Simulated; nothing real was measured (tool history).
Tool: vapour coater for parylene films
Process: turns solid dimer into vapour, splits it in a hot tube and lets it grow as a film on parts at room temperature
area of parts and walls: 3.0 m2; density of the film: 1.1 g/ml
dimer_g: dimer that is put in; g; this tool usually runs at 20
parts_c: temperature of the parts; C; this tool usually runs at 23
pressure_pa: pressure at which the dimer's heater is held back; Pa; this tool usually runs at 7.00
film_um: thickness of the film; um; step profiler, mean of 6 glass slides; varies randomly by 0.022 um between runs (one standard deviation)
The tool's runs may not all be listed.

run	hour	dimer_g	parts_c	pressure_pa	film_um
1	0.0	20	23	7.00	4.30
2	9.9	20	23	9.39	4.03
3	25.8	20	23	9.39	4.09
4	39.8	20	23	9.39	4.07
5	52.0	20	23	9.39	4.05
6	68.2	20	23	9.39	4.11
7	76.8	20	23	9.39	4.04
8	95.6	21	23	7.00	4.48
9	108.1	20	23	5.19	4.48
10	122.2	28	23	7.00	5.97
11	131.5	28	16	7.00	7.41
12	148.3	28	16	7.00	7.42
13	157.0	28	16	7.00	7.44
14	175.5	20	23	6.18	4.37
15	187.2	20	23	10.00	4.04
16	199.0	20	23	10.00	4.01
17	214.5	20	23	4.63	4.51
18	226.1	31	23	7.00	6.57
19	235.0	31	23	7.00	6.60
20	244.2	31	23	7.00	6.60
21	252.5	31	23	7.00	6.62
22	263.0	20	17	7.00	5.13
23	277.9	20	17	7.00	5.10
24	291.0	20	17	7.00	5.16
25	309.8	34	21	2.95	8.77
26	324.3	34	21	2.95	8.79
27	332.2	34	21	2.95	8.85
28	345.2	31	20	3.95	7.91
29	357.9	31	20	3.95	7.90
30	369.7	31	20	3.95	7.97
31	382.9	31	20	3.95	7.96
32	400.3	31	24	3.22	7.19
33	408.8	10	23	2.51	2.51
34	421.5	10	23	2.51	2.48
35	438.9	10	23	2.51	2.52
36	457.9	8	15	11.04	2.03
37	474.4	20	25	7.00	4.02
38	490.7	29	33	11.02	4.24
39	502.6	29	33	11.02	4.25
40	515.9	15	15	2.99	4.43
41	530.4	15	15	2.99	4.45
42	541.1	15	15	2.99	4.46
43	556.6	15	18	4.31	4.08
44	570.6	20	34	11.78	2.80
45	581.0	33	23	4.85	7.41
46	593.9	23	16	7.26	6.10

Put back what was entered between runs (1 entry, withheld): which listed runs does each sit between, and how does the hidden state differ from the listed run before to the listed run after?
Between runs 29 and 30: trap's valve overhauled (hour 367.2)
  vapour lost through the trap's worn valve, %: 0.2 -> 0

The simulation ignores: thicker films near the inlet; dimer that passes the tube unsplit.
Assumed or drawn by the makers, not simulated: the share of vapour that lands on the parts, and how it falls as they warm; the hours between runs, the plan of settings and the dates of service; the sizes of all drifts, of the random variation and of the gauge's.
